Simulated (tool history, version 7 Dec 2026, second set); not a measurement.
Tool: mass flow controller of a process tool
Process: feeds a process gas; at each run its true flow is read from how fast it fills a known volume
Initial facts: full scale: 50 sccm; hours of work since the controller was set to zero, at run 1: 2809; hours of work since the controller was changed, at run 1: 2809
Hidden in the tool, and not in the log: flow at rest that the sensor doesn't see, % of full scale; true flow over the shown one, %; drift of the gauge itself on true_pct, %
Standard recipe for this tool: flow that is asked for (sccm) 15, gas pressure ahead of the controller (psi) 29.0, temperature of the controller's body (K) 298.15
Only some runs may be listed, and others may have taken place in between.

run	hour	flow that is asked for (sccm)	gas pressure ahead of the controller (psi)	temperature of the controller's body (K)	hours of work since the controller was set to zero	hours of work since the controller was changed	true flow (%)
1	0.0	15	29.0	298.15	2809	2809	100.18
2	214.3	15	20.9	298.15	2879	2879	100.09
3	365.0	15	29.0	298.15	2928	2928	100.38
4	710.0	15	32.6	298.15	3041	3041	100.50
5	1033.2	15	32.6	298.15	3146	3146	100.53
6	1184.4	15	32.6	298.15	3196	3196	100.54
7	1491.8	15	32.6	298.15	3296	3296	100.68
8	1703.6	15	31.6	298.15	3365	3365	100.68
9	1941.9	15	31.6	307.15	3443	3443	101.11
10	2198.8	15	31.6	307.15	3527	3527	101.08
# hour 2221.5: controller's zero set anew
11	2455.5	15	29.0	298.15	76	3610	101.37
12	2681.8	15	29.0	302.15	150	3684	101.58
13	2953.0	15	22.3	298.15	239	3773	101.32
14	3226.8	30	29.0	298.15	328	3862	101.38
15	3461.8	30	29.0	298.15	405	3939	101.39
16	3746.7	15	35.4	298.15	498	4032	101.78
17	4011.0	15	35.4	300.15	584	4118	101.94
# hour 4251.7: controller's zero set anew, once more
18	4334.8	15	35.4	300.15	27	4224	100.24
19	4592.1	15	31.9	300.15	111	4308	100.23
20	4921.3	15	31.9	306.15	219	4415	100.68
21	5073.8	15	31.2	305.15	268	4465	100.68
22	5300.0	15	36.8	308.15	342	4539	100.83
23	5573.2	5	20.6	296.15	431	4628	99.98
24	5802.1	5	30.0	296.15	506	4702	100.38
25	6082.0	5	30.0	296.15	597	4794	100.52
26	6308.5	5	30.0	296.15	671	4868	100.56
27	6486.8	5	30.0	296.15	730	4926	100.60
28	6791.0	5	30.0	296.15	829	5025	100.79
29	7130.2	18	30.9	300.15	940	5136	100.84
30	7411.4	18	30.9	300.15	1031	5228	100.97
31	7590.4	14	32.5	296.15	1090	5286	100.66
32	7743.3	14	32.5	296.15	1140	5336	100.73
33	7918.7	16	28.3	294.15	1197	5393	100.63
34	8155.7	42	21.8	293.15	1274	5471	101.37
35	8497.9	30	30.0	301.15	1386	5582	101.51
36	8783.0	9	30.0	299.15	1479	5675	101.19

Branching from run 36: 3 alternative next runs. What would each branch give?
A	9019.5	39	30.0	313.15	1556	5753	?
B	9019.5	40	33.9	296.15	1556	5753	?
C	9019.5	9	31.3	299.15	1556	5753	?

run	true flow (%)
A	102.57
B	101.78
C	101.15
The same runs, with their run-to-run variation unchanged, on a tool lacking any hidden condition would have given:
run	true flow (%)
A	100.28
B	99.50
C	98.10
